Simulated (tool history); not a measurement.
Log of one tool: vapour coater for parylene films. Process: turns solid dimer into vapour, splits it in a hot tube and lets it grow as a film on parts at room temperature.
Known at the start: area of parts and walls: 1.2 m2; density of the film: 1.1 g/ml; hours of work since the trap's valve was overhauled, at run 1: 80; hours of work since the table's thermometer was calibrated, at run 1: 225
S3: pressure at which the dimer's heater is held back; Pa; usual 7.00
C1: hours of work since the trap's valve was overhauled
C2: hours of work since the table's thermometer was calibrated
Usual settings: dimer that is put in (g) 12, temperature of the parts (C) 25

{"run": 1, "day": 0.0, "dimer that is put in (g)": 12, "temperature of the parts (C)": 25, "S3": 7.0, "C1": 80, "C2": 225, "thickness of the film (nm)": 6170}
{"run": 2, "day": 0.479, "dimer that is put in (g)": 12, "temperature of the parts (C)": 25, "S3": 7.0, "C1": 87, "C2": 231, "thickness of the film (nm)": 6170}
{"run": 3, "day": 0.854, "dimer that is put in (g)": 12, "temperature of the parts (C)": 25, "S3": 7.0, "C1": 92, "C2": 237, "thickness of the film (nm)": 6200}
{"run": 4, "day": 1.512, "dimer that is put in (g)": 12, "temperature of the parts (C)": 25, "S3": 7.0, "C1": 102, "C2": 246, "thickness of the film (nm)": 6210}
{"run": 5, "day": 2.054, "dimer that is put in (g)": 12, "temperature of the parts (C)": 25, "S3": 7.0, "C1": 109, "C2": 254, "thickness of the film (nm)": 6180}
{"run": 6, "day": 2.492, "dimer that is put in (g)": 12, "temperature of the parts (C)": 19, "S3": 7.0, "C1": 116, "C2": 260, "thickness of the film (nm)": 7240}
{"run": 7, "day": 2.854, "dimer that is put in (g)": 8, "temperature of the parts (C)": 19, "S3": 6.45, "C1": 121, "C2": 265, "thickness of the film (nm)": 4850}
{"run": 8, "day": 3.642, "dimer that is put in (g)": 7, "temperature of the parts (C)": 23, "S3": 2.51, "C1": 132, "C2": 277, "thickness of the film (nm)": 4120}
{"run": 9, "day": 4.367, "dimer that is put in (g)": 7, "temperature of the parts (C)": 23, "S3": 2.51, "C1": 143, "C2": 287, "thickness of the film (nm)": 4180}
{"run": 10, "day": 5.083, "dimer that is put in (g)": 9, "temperature of the parts (C)": 23, "S3": 8.9, "C1": 153, "C2": 297, "thickness of the film (nm)": 4740}
{"run": 11, "day": 5.767, "dimer that is put in (g)": 9, "temperature of the parts (C)": 23, "S3": 8.9, "C1": 163, "C2": 307, "thickness of the film (nm)": 4770}

Forecast each of these 4 alternatives for the next run:
{"run": "A", "day": 6.092, "dimer that is put in (g)": 9, "temperature of the parts (C)": 26, "S3": 6.87, "C1": 167, "C2": 312, "thickness of the film (nm)": "?"}
{"run": "B", "day": 6.092, "dimer that is put in (g)": 9, "temperature of the parts (C)": 22, "S3": 8.9, "C1": 167, "C2": 312, "thickness of the film (nm)": "?"}
{"run": "C", "day": 6.092, "dimer that is put in (g)": 21, "temperature of the parts (C)": 23, "S3": 2.01, "C1": 167, "C2": 312, "thickness of the film (nm)": "?"}
{"run": "D", "day": 6.092, "dimer that is put in (g)": 8, "temperature of the parts (C)": 18, "S3": 11.79, "C1": 167, "C2": 312, "thickness of the film (nm)": "?"}

run=A thickness_of_the_film_(nm)=4510
run=B thickness_of_the_film_(nm)=4940
run=C thickness_of_the_film_(nm)=12480
run=D thickness_of_the_film_(nm)=4810
Without the tool's hidden state the same runs would have given:
run=A thickness_of_the_film_(nm)=4520
run=B thickness_of_the_film_(nm)=4960
run=C thickness_of_the_film_(nm)=12520
run=D thickness_of_the_film_(nm)=4820
